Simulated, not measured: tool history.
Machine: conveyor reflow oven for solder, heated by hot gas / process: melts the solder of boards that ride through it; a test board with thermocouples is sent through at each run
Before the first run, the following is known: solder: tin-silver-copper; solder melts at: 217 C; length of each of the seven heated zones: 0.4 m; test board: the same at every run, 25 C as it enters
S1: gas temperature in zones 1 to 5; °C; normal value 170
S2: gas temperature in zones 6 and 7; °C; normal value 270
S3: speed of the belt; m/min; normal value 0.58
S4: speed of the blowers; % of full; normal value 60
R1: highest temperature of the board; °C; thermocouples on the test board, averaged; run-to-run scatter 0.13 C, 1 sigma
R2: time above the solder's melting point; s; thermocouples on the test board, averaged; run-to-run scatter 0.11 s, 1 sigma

run,hour,S1,S2,S3,S4,R1,R2
1,0,170,270,0.58,60,252.9,60.5
2,34.7,170,270,0.58,74,257.1,64.9
3,68,170,270,0.58,60,252.9,60.6
4,85.8,170,270,0.58,60,252.7,60.6
5,103,170,270,0.58,60,252.8,60.5
6,122,170,270,0.58,60,252.8,60.5
7,147.2,170,270,0.58,60,252.8,60.7
8,167.6,170,270,0.58,60,252.7,60.5
9,186.5,170,270,0.58,60,252.8,60.5
10,210,170,270,0.58,60,252.8,60.5
11,244.1,170,270,0.58,60,252.9,60.5
12,269.8,170,270,0.58,60,252.8,60.5
13,294.3,170,270,0.58,60,252.9,60.6
# hour 324.5: flux residue cleaned out of gas plates and filters
14,332.1,170,270,0.58,60,252.8,60.7
15,357.2,170,270,0.58,60,252.9,60.7
16,381,170,270,0.58,60,252.9,60.5
# hour 409.2: thermocouples of zones 6 and 7 changed
17,422.5,170,270,0.58,60,252.8,60.4
18,448.1,168,269,0.58,74,255.9,63.4
19,474,162,275,0.607,86,262.2,62.7
20,493.7,170,267,0.577,54,248,56.4
21,528.8,170,278,0.58,60,259.9,65.6
22,546.5,184,270,0.663,60,251.1,55.8
23,581.5,177,270,0.58,60,254.2,64.4
24,609.4,158,270,0.568,63,252.7,58.3
25,637.5,180,270,0.58,50,250.7,61.9
26,660.1,180,270,0.58,58,254,65.3
# hour 685.1: flux residue cleaned out of gas plates and filters
27,700.5,170,280,0.682,90,265.5,59
28,733.8,170,270,0.58,71,256.5,64.2
29,754,176,270,0.58,60,253.6,63.6
30,773,176,270,0.58,60,254.1,63.8

5 ways to go on from here, each from the tool as it stands after run 30. What would each give?
A,789.2,176,261,0.504,90,?,?
B,789.2,176,269,0.589,60,?,?
C,789.2,176,270,0.466,60,?,?
D,789.2,168,279,0.517,60,?,?
E,789.2,170,270,0.58,54,?,?

run,R1,R2
A,255.4,78.6
B,252.6,61.8
C,259.7,86.2
D,264.3,76.5
E,250.5,57.9
Stripped of hidden state, with their random variation kept, the same runs would have yielded:
run,R1,R2
A,255.4,78.6
B,252.6,61.8
C,259.7,86.2
D,264.3,76.5
E,250.5,57.9

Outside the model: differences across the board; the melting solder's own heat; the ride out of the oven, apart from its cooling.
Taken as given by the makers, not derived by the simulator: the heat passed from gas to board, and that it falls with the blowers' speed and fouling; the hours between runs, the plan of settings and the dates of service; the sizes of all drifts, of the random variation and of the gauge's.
